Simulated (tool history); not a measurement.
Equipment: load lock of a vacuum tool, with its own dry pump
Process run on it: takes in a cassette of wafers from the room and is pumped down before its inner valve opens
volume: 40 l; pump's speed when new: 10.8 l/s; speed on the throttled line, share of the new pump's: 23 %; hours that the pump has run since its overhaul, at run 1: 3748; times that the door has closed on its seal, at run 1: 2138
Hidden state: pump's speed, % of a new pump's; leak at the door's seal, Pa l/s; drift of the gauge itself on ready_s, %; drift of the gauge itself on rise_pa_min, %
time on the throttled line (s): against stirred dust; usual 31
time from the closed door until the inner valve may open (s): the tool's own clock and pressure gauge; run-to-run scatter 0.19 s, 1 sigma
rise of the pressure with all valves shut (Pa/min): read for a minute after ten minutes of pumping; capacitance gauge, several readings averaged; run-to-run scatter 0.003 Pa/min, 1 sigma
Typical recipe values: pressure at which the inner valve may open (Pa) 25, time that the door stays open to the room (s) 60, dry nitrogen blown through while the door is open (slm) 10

| run | day | time on the throttled line (s) | pressure at which the inner valve may open (Pa) | time that the door stays open to the room (s) | dry nitrogen blown through while the door is open (slm) | hours that the pump has run since its overhaul | times that the door has closed on its seal | incoming humidity of the room's air, % | time from the closed door until the inner valve may open (s) | rise of the pressure with all valves shut (Pa/min) |
|---|---|---|---|---|---|---|---|---|---|---|
| 1 | 0 | 31 | 25 | 60 | 10 | 3748 | 2138 | 44.6 | 55.3 | 0.054 |
| 2 | 6.212 | 31 | 25 | 60 | 10 | 3897 | 2511 | 48.4 | 55.1 | 0.064 |
| 3 | 13.546 | 31 | 25 | 60 | 10 | 4073 | 2951 | 44.6 | 54.9 | 0.07 |
| 4 | 23.108 | 31 | 25 | 60 | 10 | 4303 | 3525 | 45 | 55 | 0.073 |
| 5 | 28.996 | 31 | 25 | 60 | 10 | 4444 | 3879 | 41.4 | 55.3 | 0.081 |
| 6 | 33.688 | 28 | 25 | 60 | 10 | 4557 | 4160 | 45.5 | 53.1 | 0.092 |
| 7 | 42.567 | 28 | 25 | 60 | 10 | 4770 | 4693 | 45.5 | 53 | 0.089 |
| 8 | 48.704 | 28 | 25 | 60 | 10 | 4917 | 5062 | 47 | 53 | 0.097 |
| 9 | 54.829 | 31 | 25 | 60 | 10 | 5064 | 5430 | 44.7 | 55.2 | 0.101 |
| 10 | 59.171 | 31 | 25 | 60 | 10 | 5168 | 5690 | 47 | 55.4 | 0.111 |
| 11 | 67.779 | 31 | 25 | 60 | 10 | 5375 | 6207 | 45.8 | 55.5 | 0.119 |
| 12 | 75.379 | 31 | 25 | 60 | 10 | 5557 | 6663 | 41 | 55.6 | 0.124 |
| 13 | 81.538 | 29 | 25 | 77 | 14 | 5705 | 7033 | 40.8 | 53.9 | 0.127 |
| 14 | 89.875 | 29 | 25 | 77 | 14 | 5905 | 7534 | 45.1 | 53.9 | 0.144 |
| 15 | 99.242 | 29 | 25 | 34 | 7 | 6130 | 8096 | 47.1 | 54.3 | 0.149 |
| 16 | 103.917 | 61 | 25 | 74 | 6 | 6242 | 8377 | 43.3 | 78.1 | 0.176 |
| 17 | 108.125 | 61 | 25 | 74 | 6 | 6343 | 8629 | 42.4 | 78.3 | 0.172 |
| 18 | 116.088 | 31 | 25 | 191 | 16 | 6534 | 9108 | 42.2 | 56 | 0.196 |
| 19 | 121.321 | 23 | 28 | 60 | 10 | 6660 | 9422 | 46.5 | 49.2 | 0.181 |
| 20 | 128.192 | 17 | 27 | 27 | 14 | 6825 | 9834 | 47.5 | 44.6 | 0.176 |
| 21 | 133.417 | 17 | 27 | 27 | 14 | 6950 | 10148 | 45.7 | 45.3 | 0.178 |
| 22 | 139.433 | 19 | 25 | 138 | 34 | 7095 | 10509 | 49.6 | 46.7 | 0.208 |
| 23 | 143.738 | 40 | 41 | 98 | 9 | 7198 | 10768 | 41.3 | 60.7 | 0.23 |

Alternative continuations, all from the tool just after run 23; predict every row:
| A | 151.821 | 31 | 25 | 28 | 10 | 7392 | 11253 | 44.2 | ? | ? |
| B | 151.821 | 31 | 25 | 87 | 5 | 7392 | 11253 | 40.2 | ? | ? |
| C | 151.821 | 31 | 25 | 60 | 10 | 7392 | 11253 | 45.8 | ? | ? |
| D | 151.821 | 31 | 25 | 60 | 13 | 7392 | 11253 | 47.1 | ? | ? |

| run | time from the closed door until the inner valve may open (s) | rise of the pressure with all valves shut (Pa/min) |
|---|---|---|
| A | 55.9 | 0.209 |
| B | 55.8 | 0.247 |
| C | 55.8 | 0.232 |
| D | 55.6 | 0.224 |
Stripped of hidden state, with their random variation kept, the same runs would have yielded:
| run | time from the closed door until the inner valve may open (s) | rise of the pressure with all valves shut (Pa/min) |
|---|---|---|
| A | 54.8 | 0.018 |
| B | 54.7 | 0.06 |
| C | 54.7 | 0.043 |
| D | 54.5 | 0.037 |
